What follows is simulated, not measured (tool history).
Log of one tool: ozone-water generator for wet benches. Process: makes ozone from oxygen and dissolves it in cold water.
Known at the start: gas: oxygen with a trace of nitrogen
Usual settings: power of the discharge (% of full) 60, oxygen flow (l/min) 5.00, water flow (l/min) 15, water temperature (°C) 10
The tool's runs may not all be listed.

run	hour	power of the discharge (% of full)	oxygen flow (l/min)	water flow (l/min)	water temperature (°C)	dissolved ozone (ppm)	ozone in the gas ahead of the water (g/m3)
1	0.0	60	5.00	15	10	30.6	225.5
2	132.6	60	5.00	15	11	30.0	226.1
3	234.2	60	5.00	15	11	30.4	222.9
4	323.8	60	5.00	15	10	29.9	223.9
5	404.7	60	5.00	15	10	30.1	221.6
6	499.9	60	5.00	15	10	30.1	218.0
7	648.4	60	5.00	15	10	29.1	217.5
8	723.5	60	5.00	15	10	29.4	215.8
9	847.0	60	3.98	15	10	27.7	236.2
10	935.1	60	3.98	15	10	27.8	235.8
11	1026.8	60	3.98	15	10	27.9	236.4
# hour 1103.6: water thermometer calibrated
12	1115.7	60	5.00	15	10	29.1	212.6
13	1200.2	60	5.00	15	10	28.6	212.4
14	1292.1	60	5.00	15	10	28.1	209.6
15	1420.8	60	5.00	10	10	39.0	208.0
16	1523.3	60	5.00	10	10	38.6	206.6
17	1638.8	73	7.20	12	17	32.4	194.0
18	1741.8	62	4.86	14	5	31.8	208.1
19	1876.1	41	8.72	15	14	21.9	134.2
20	1982.2	41	8.72	15	14	21.7	133.6
21	2043.9	59	2.82	15	10	24.0	251.0
22	2138.6	60	5.00	17	10	23.6	199.3
23	2202.3	92	3.18	11	7	41.0	288.3
24	2280.4	92	3.18	11	7	41.2	287.4
25	2382.7	51	3.18	11	7	31.1	217.1
26	2529.0	48	2.71	13	6	24.9	226.3
# hour 2622.3: contactor cleaned
27	2622.3	48	6.77	20	6	20.4	153.2
28	2731.5	60	4.32	22	10	17.5	201.9
29	2816.0	60	2.64	22	13	14.4	246.9
30	2880.4	60	2.64	22	13	14.6	245.1
31	3007.7	60	5.00	15	5	27.6	185.2
32	3139.5	60	5.00	15	5	26.9	184.8

Hidden state or all else? Some run-to-run changes of dissolved ozone (ppm), split into what the settings, what came in and random variation would give without the hidden state, and what is left for the hidden state (with any gauge scatter that isn't in both results):
The hidden state here: yield of the discharge, % of new electrodes'; contactor's efficiency, % of a clean one's; true water temperature over the reading, C; drift of the gauge itself on ozone_ppm, %; drift of the gauge itself on gas_g_m3, %.
Run 14 -> 15: water flow (l/min) 15 -> 10. dissolved ozone (ppm) +10.9: hidden state -1.7, all else +12.6.
Run 22 -> 23: power of the discharge (% of full) 60 -> 92, oxygen flow (l/min) 5.00 -> 3.18, water flow (l/min) 17 -> 11, water temperature (°C) 10 -> 7. dissolved ozone (ppm) +17.4: hidden state -5.9, all else +23.3.
Run 24 -> 25: power of the discharge (% of full) 92 -> 51. dissolved ozone (ppm) -10.1: hidden state +4.8, all else -14.9.
Run 30 -> 31: oxygen flow (l/min) 2.64 -> 5.00, water flow (l/min) 22 -> 15, water temperature (°C) 13 -> 5. dissolved ozone (ppm) +13.0: hidden state -3.8, all else +16.8.
